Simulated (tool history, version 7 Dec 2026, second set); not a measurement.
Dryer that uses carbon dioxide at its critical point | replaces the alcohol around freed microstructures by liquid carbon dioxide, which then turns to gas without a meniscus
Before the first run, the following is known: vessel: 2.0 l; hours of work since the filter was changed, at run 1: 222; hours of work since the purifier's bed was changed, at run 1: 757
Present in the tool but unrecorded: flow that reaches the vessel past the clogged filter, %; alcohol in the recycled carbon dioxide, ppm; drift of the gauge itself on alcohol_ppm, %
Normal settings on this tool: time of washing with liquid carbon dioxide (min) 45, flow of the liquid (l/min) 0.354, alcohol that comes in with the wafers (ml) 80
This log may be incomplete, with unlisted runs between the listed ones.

run	hour	time of washing with liquid carbon dioxide (min)	flow of the liquid (l/min)	alcohol that comes in with the wafers (ml)	hours of work since the filter was changed	hours of work since the purifier's bed was changed	alcohol left in the vessel before it's heated (ppm by volume)
1	0.0	45	0.354	80	222	757	212
2	16.7	45	0.354	76	232	768	209
3	39.6	45	0.354	41	246	781	188
4	78.3	45	0.354	80	269	805	224
5	94.2	45	0.354	80	279	814	243
6	112.8	45	0.354	80	290	825	244
7	128.6	45	0.354	80	300	835	256
8	154.5	45	0.354	80	315	850	245
9	178.6	45	0.335	80	330	865	303
10	194.8	45	0.335	80	339	875	299
11	221.8	45	0.335	80	356	891	309
12	242.0	45	0.335	80	368	903	315

Run 13, settings as shown, results not yet in. Your forecast:
13	278.3	45	0.335	69	390	925	?

{"run 13": {"alcohol left in the vessel before it's heated (ppm by volume)": 316}}
The same run, on a tool lacking any hidden state, would have yielded alcohol left in the vessel before it's heated (ppm by volume) 71.
